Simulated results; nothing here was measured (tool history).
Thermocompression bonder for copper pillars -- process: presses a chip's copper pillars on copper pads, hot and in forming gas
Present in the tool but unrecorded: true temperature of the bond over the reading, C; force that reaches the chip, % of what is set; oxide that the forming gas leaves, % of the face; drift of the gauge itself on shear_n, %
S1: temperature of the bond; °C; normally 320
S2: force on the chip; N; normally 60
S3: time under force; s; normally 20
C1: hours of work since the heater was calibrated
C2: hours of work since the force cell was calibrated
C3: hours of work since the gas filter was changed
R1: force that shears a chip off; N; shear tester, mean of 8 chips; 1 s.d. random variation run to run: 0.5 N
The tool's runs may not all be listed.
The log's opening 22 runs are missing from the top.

run   hour   S1  S2  S3   C1   C2   C3    R1
 23  300.1  349  46  10   25  363   82  43.0
     321.6  -- heater calibrated with a thermocouple chip, once more
 24  321.6  320  74  15    0  371   91  54.8
 25  339.3  294  74  15    7  379   98  41.8
 26  351.3  294  60  20   12  384  103  39.3
 27  367.7  303  76  26   19  391  110  54.7
 28  380.8  303  76  26   25  396  115  54.6
 29  392.6  316  47  26   30  401  120  43.2
 30  401.5  335  57  60   34  405  124  68.6
     409.4  -- forming gas filter changed
 31  417.4  320  79  20   40  411    3  65.8
 32  435.0  320  42  40   47  419   11  52.6
 33  453.4  320  42  40   55  426   18  51.7
 34  462.7  300  82  50   59  430   22  69.9
 35  482.0  295  54  18   67  438   30  36.5
 36  491.3  295  54  18   71  442   34  36.0
 37  503.3  295  75  31   76  447   39  55.7
 38  521.9  304  51  20   84  455   47  40.2
 39  541.2  338  69  15   92  463   55  61.2
 40  550.5  338  69  15   96  467   59  61.3
 41  559.6  320  43  20  100  471   63  40.0

Below are 3 alternative next runs, each starting from the tool's condition after run 41. Predict each:
  A  575.2  311  60  29  106  478  70   ?
  B  575.2  331  47  14  106  478  70   ?
  C  575.2  295  48  15  106  478  70   ?

run    R1
  A  53.4
  B  42.4
  C  29.3
With no hidden state in the tool, these same runs would have given:
run    R1
  A  57.2
  B  45.5
  C  31.6

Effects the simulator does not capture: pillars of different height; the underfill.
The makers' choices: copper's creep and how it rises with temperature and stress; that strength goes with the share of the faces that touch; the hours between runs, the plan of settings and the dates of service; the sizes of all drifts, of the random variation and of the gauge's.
